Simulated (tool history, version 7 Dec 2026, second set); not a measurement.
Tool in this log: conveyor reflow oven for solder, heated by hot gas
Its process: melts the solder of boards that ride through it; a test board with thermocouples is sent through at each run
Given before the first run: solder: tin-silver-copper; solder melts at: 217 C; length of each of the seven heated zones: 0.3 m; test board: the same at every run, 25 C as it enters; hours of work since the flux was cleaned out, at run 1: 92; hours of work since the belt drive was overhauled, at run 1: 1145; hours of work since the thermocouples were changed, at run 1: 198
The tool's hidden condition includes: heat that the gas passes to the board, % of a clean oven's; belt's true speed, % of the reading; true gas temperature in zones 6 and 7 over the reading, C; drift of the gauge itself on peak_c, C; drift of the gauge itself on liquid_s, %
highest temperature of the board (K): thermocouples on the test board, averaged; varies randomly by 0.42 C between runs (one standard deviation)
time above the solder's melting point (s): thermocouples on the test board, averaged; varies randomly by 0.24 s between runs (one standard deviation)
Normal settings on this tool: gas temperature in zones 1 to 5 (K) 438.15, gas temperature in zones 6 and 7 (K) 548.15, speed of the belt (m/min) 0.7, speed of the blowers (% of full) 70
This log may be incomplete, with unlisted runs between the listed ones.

run,hour,gas temperature in zones 1 to 5 (K),gas temperature in zones 6 and 7 (K),speed of the belt (m/min),speed of the blowers (% of full),hours of work since the flux was cleaned out,hours of work since the belt drive was overhauled,hours of work since the thermocouples were changed,highest temperature of the board (K),time above the solder's melting point (s)
1,0,438.15,548.15,0.7,70,92,1145,198,528.15,37.3
2,63.3,438.15,548.15,0.7,70,142,1195,249,528.25,36.8
# hour 94.3: belt drive overhauled, speed set with a stopwatch
3,156.2,438.15,548.15,0.7,70,213,49,319,527.25,36.6
4,239.5,438.15,548.15,0.7,70,279,116,386,527.55,37.3
5,315,438.15,548.15,0.7,70,339,176,446,528.55,37.5
6,360.7,438.15,548.15,0.7,70,375,212,482,527.25,37.1
7,412.2,438.15,548.15,0.7,70,416,253,523,527.85,37.3
# hour 431.8: flux residue cleaned out of gas plates and filters
8,506.7,438.15,548.15,0.7,70,60,324,594,527.85,37.3
9,560.5,438.15,548.15,0.7,70,102,367,637,527.45,37.5
# hour 583.1: thermocouples of zones 6 and 7 changed
10,615.2,438.15,548.15,0.7,66,144,409,26,527.15,36.3
11,666.4,438.15,548.15,0.7,66,185,450,66,526.95,36.3
12,765.6,438.15,548.15,0.806,70,264,528,145,521.95,29.1
13,860.9,438.15,548.15,0.806,70,340,604,221,522.55,29.1
14,947,428.15,560.15,0.799,56,408,673,289,522.15,27.3
# hour 980: flux residue cleaned out of gas plates and filters
15,1034.3,448.15,560.15,0.799,65,43,738,355,531.75,35.7
16,1108.9,448.15,560.15,0.799,65,102,798,414,532.65,35.8
17,1210.2,452.15,560.15,0.799,65,183,878,495,533.75,36.5

Below are 4 alternative next runs, each starting from the tool's condition after run 17. Predict each:
A,1259.9,438.15,550.15,0.7,70,223,918,534,?,?
B,1259.9,438.15,536.15,0.7,70,223,918,534,?,?
C,1259.9,452.15,539.15,0.799,65,223,918,534,?,?
D,1259.9,447.15,560.15,0.799,65,223,918,534,?,?

run,highest temperature of the board (K),time above the solder's melting point (s)
A,529.55,38
B,518.25,31.7
C,517.45,29.1
D,532.75,35.4
Take away the tool's hidden state, keep each run's random variation, and the runs would have read:
run,highest temperature of the board (K),time above the solder's melting point (s)
A,529.75,38
B,518.35,31.8
C,517.65,29.1
D,532.85,35.5
